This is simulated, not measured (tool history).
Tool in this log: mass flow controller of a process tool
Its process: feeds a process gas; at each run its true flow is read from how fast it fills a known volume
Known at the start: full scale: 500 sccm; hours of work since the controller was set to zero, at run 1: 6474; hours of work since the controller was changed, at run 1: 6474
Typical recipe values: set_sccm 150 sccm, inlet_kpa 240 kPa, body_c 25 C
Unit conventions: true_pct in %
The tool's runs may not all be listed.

run     hour  set_sccm  inlet_kpa  body_c  hours of work since the controller was set to zero  hours of work since the controller was changed  true_pct
  1        0       150        240      25                                                6474                                            6474    100.96
  2    185.6       150        240      25                                                6575                                            6575    101.21
  3    398.2       150        240      25                                                6692                                            6692    101.21
  4    806.3       150        240      23                                                6916                                            6916    101.55
  5   1007.6       150        240      23                                                7026                                            7026     101.5
      1063.2  -- controller's zero set anew
  6   1369.6       150        240      23                                                 168                                            7225    100.22
  7   1787.6       150        240      25                                                 397                                            7454    100.25
      1989.2  -- controller exchanged for a calibrated one
  8     2121       150        240      25                                                  72                                              72     97.71
  9   2467.4       150        240      25                                                 262                                             262     97.86
 10   2654.3       150        240      25                                                 365                                             365     97.87
 11   3023.4       150        240      25                                                 567                                             567     97.99
 12   3387.8       150        191      25                                                 767                                             767     98.35
 13   3643.2       150        191      25                                                 908                                             908     98.39
 14   3980.4       150        162      25                                                1092                                            1092     98.64
 15     4279       150        240      22                                                1256                                            1256     98.78
 16   4464.6       150        240      22                                                1358                                            1358     98.73
 17   4802.2       150        240      34                                                1543                                            1543     97.77
 18   5183.9       150        240      34                                                1753                                            1753     97.92
 19   5449.4       150        240      34                                                1898                                            1898     98.06
 20   5662.4       150        240      34                                                2015                                            2015     98.05
 21   5929.6       150        240      25                                                2162                                            2162     98.95
 22   6293.7       150        240      25                                                2362                                            2362     99.05
 23   6550.7       150        240      25                                                2503                                            2503     99.12
 24   6786.6       150        240      25                                                2632                                            2632     99.26
 25     7055       150        240      25                                                2779                                            2779     99.21
 26   7249.6       109        206      22                                                2886                                            2886      99.7
 27   7474.5        60        206      20                                                3010                                            3010    100.64
 28   7650.7       304        141      34                                                3106                                            3106     99.63
 29   8004.6       304        141      34                                                3300                                            3300     99.76
 30   8280.1       304        141      34                                                3452                                            3452     99.77
 31   8565.7       304        141      34                                                3608                                            3608     99.89
 32     8755       304        141      34                                                3712                                            3712     99.89
 33   9034.7       304        194      20                                                3866                                            3866    101.08
 34   9414.8       236        194      23                                                4074                                            4074    100.61
 35   9604.6       318        147      35                                                4178                                            4178     100.1
 36   9926.5       318        147      35                                                4355                                            4355    100.23
 37  10236.7       441        242      35                                                4525                                            4525    100.51
 38  10507.8        79        240      25                                                4674                                            4674     100.9
 39  10854.2       150        240      28                                                4864                                            4864    100.21
 40  11160.3       150        240      29                                                5032                                            5032    100.37
 41  11493.7        64        170      21                                                5215                                            5215    102.49
 42  11777.2       150        158      25                                                5370                                            5370    101.11
 43  12158.3       479        200      21                                                5579                                            5579    102.44
 44  12452.4       479        176      33                                                5741                                            5741    101.68
 45  12727.3       479        176      33                                                5892                                            5892    101.71
 46  13128.8       116        210      24                                                6112                                            6112    101.62
 47  13515.4       116        210      24                                                6324                                            6324    101.81
 48  13762.3       109        168      33                                                6459                                            6459    101.28

Describe how what the log doesn't record of the tool's condition differs between the last listed run preceding each entry between runs and the first listed run following it.
Run 5 -> run 6: controller's zero set anew (hour 1063.2)
  flow at rest that the sensor doesn't see, % of full scale: 0.446 -> 0.019; true flow over the shown one, %: 2.27 -> 2.34
  measured result minus the result with no hidden state, true_pct: +3.75 -> +2.4 %
Run 7 -> run 8: controller exchanged for a calibrated one (hour 1989.2)
  flow at rest that the sensor doesn't see, % of full scale: 0.034 -> 0.056; true flow over the shown one, %: 2.43 -> -0.09
  measured result minus the result with no hidden state, true_pct: +2.55 -> +0.09 %

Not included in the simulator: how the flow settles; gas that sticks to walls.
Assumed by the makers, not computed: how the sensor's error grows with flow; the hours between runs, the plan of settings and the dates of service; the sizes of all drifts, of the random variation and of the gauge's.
